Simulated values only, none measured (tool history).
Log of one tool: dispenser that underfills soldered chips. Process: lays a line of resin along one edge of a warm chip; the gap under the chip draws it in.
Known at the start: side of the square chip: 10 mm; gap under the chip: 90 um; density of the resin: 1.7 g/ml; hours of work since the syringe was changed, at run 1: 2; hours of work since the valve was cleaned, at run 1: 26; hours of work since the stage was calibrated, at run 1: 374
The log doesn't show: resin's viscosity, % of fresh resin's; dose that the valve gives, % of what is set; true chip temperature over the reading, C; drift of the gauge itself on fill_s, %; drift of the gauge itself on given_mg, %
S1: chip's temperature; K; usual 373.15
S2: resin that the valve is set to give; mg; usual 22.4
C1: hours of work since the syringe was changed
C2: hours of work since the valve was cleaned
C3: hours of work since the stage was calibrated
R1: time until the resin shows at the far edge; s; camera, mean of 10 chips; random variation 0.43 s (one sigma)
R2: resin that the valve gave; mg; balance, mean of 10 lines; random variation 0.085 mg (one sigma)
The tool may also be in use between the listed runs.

{"run": 1, "hour": 0.0, "S1": 373.15, "S2": 22.4, "C1": 2, "C2": 26, "C3": 374, "R1": 35.1, "R2": 22.07}
{"run": 2, "hour": 11.4, "S1": 373.15, "S2": 22.4, "C1": 11, "C2": 35, "C3": 383, "R1": 61.2, "R2": 22.2}
{"hour": 12.3, "done": "new syringe of resin"}
{"run": 3, "hour": 20.4, "S1": 373.15, "S2": 22.4, "C1": 6, "C2": 42, "C3": 390, "R1": 43.0, "R2": 21.88}
{"run": 4, "hour": 26.7, "S1": 369.15, "S2": 22.4, "C1": 11, "C2": 47, "C3": 395, "R1": 69.4, "R2": 21.81}
{"hour": 28.0, "done": "new syringe of resin"}
{"run": 5, "hour": 36.5, "S1": 380.15, "S2": 22.4, "C1": 7, "C2": 55, "C3": 402, "R1": 35.6, "R2": 21.8}
{"hour": 43.4, "done": "new syringe of resin"}
{"run": 6, "hour": 47.5, "S1": 380.15, "S2": 22.4, "C1": 3, "C2": 63, "C3": 411, "R1": 27.9, "R2": 21.87}
{"hour": 59.1, "done": "new syringe of resin"}
{"run": 7, "hour": 59.5, "S1": 380.15, "S2": 22.4, "C1": 0, "C2": 72, "C3": 420, "R1": 23.2, "R2": 21.81}
{"hour": 61.2, "done": "dispensing valve cleaned and set on the balance"}
{"run": 8, "hour": 68.5, "S1": 373.15, "S2": 22.8, "C1": 7, "C2": 6, "C3": 426, "R1": 43.4, "R2": 22.7}
{"run": 9, "hour": 74.4, "S1": 373.15, "S2": 22.8, "C1": 11, "C2": 10, "C3": 431, "R1": 58.5, "R2": 22.91}
{"hour": 76.1, "done": "new syringe of resin"}
{"run": 10, "hour": 83.5, "S1": 373.15, "S2": 22.8, "C1": 6, "C2": 17, "C3": 438, "R1": 42.1, "R2": 22.57}
{"hour": 91.7, "done": "new syringe of resin"}
{"run": 11, "hour": 95.0, "S1": 373.15, "S2": 22.8, "C1": 3, "C2": 26, "C3": 447, "R1": 32.5, "R2": 22.61}
{"run": 12, "hour": 103.9, "S1": 373.15, "S2": 22.8, "C1": 10, "C2": 33, "C3": 454, "R1": 52.2, "R2": 22.58}
{"hour": 107.5, "done": "new syringe of resin"}
{"hour": 114.7, "done": "stage's temperature calibrated"}
{"run": 13, "hour": 115.8, "S1": 372.15, "S2": 28.6, "C1": 6, "C2": 42, "C3": 1, "R1": 43.8, "R2": 27.98}
{"run": 14, "hour": 122.6, "S1": 372.15, "S2": 28.6, "C1": 11, "C2": 47, "C3": 6, "R1": 61.2, "R2": 28.02}
{"hour": 124.3, "done": "new syringe of resin"}
{"run": 15, "hour": 134.1, "S1": 367.15, "S2": 28.0, "C1": 8, "C2": 56, "C3": 15, "R1": 61.3, "R2": 27.36}
{"hour": 139.7, "done": "new syringe of resin"}
{"run": 16, "hour": 144.2, "S1": 373.15, "S2": 20.2, "C1": 4, "C2": 64, "C3": 23, "R1": 39.4, "R2": 19.71}
{"run": 17, "hour": 149.3, "S1": 378.15, "S2": 27.9, "C1": 8, "C2": 68, "C3": 27, "R1": 41.3, "R2": 27.09}
{"hour": 155.4, "done": "new syringe of resin"}
{"run": 18, "hour": 155.4, "S1": 378.15, "S2": 25.4, "C1": 0, "C2": 72, "C3": 31, "R1": 24.7, "R2": 24.75}
{"hour": 157.5, "done": "dispensing valve cleaned and set on the balance"}
{"run": 19, "hour": 167.6, "S1": 378.15, "S2": 25.4, "C1": 9, "C2": 8, "C3": 40, "R1": 43.9, "R2": 25.22}
{"hour": 172.0, "done": "new syringe of resin"}
{"run": 20, "hour": 175.5, "S1": 378.15, "S2": 25.4, "C1": 3, "C2": 14, "C3": 46, "R1": 29.6, "R2": 25.29}
{"run": 21, "hour": 180.8, "S1": 378.15, "S2": 25.4, "C1": 7, "C2": 18, "C3": 51, "R1": 39.8, "R2": 25.2}

Forecast each of these 5 alternatives for the next run:
{"hour": 188.2, "done": "new syringe of resin"}
{"run": "A", "hour": 191.8, "S1": 368.15, "S2": 25.4, "C1": 3, "C2": 27, "C3": 59, "R1": "?", "R2": "?"}
{"hour": 188.2, "done": "new syringe of resin"}
{"run": "B", "hour": 191.8, "S1": 385.15, "S2": 27.1, "C1": 3, "C2": 27, "C3": 59, "R1": "?", "R2": "?"}
{"hour": 188.2, "done": "new syringe of resin"}
{"run": "C", "hour": 191.8, "S1": 381.15, "S2": 23.7, "C1": 3, "C2": 27, "C3": 59, "R1": "?", "R2": "?"}
{"hour": 188.2, "done": "new syringe of resin"}
{"run": "D", "hour": 191.8, "S1": 387.15, "S2": 28.9, "C1": 3, "C2": 27, "C3": 59, "R1": "?", "R2": "?"}
{"hour": 188.2, "done": "new syringe of resin"}
{"run": "E", "hour": 191.8, "S1": 385.15, "S2": 24.5, "C1": 3, "C2": 27, "C3": 59, "R1": "?", "R2": "?"}

run=A R1=43.1 R2=25.10
run=B R1=23.2 R2=26.79
run=C R1=27.4 R2=23.35
run=D R1=21.5 R2=28.63
run=E R1=23.7 R2=24.19
Without the tool's hidden state the same runs would have given:
run=A R1=36.2 R2=25.40
run=B R1=19.5 R2=27.11
run=C R1=23.1 R2=23.63
run=D R1=18.1 R2=28.97
run=E R1=20.0 R2=24.48

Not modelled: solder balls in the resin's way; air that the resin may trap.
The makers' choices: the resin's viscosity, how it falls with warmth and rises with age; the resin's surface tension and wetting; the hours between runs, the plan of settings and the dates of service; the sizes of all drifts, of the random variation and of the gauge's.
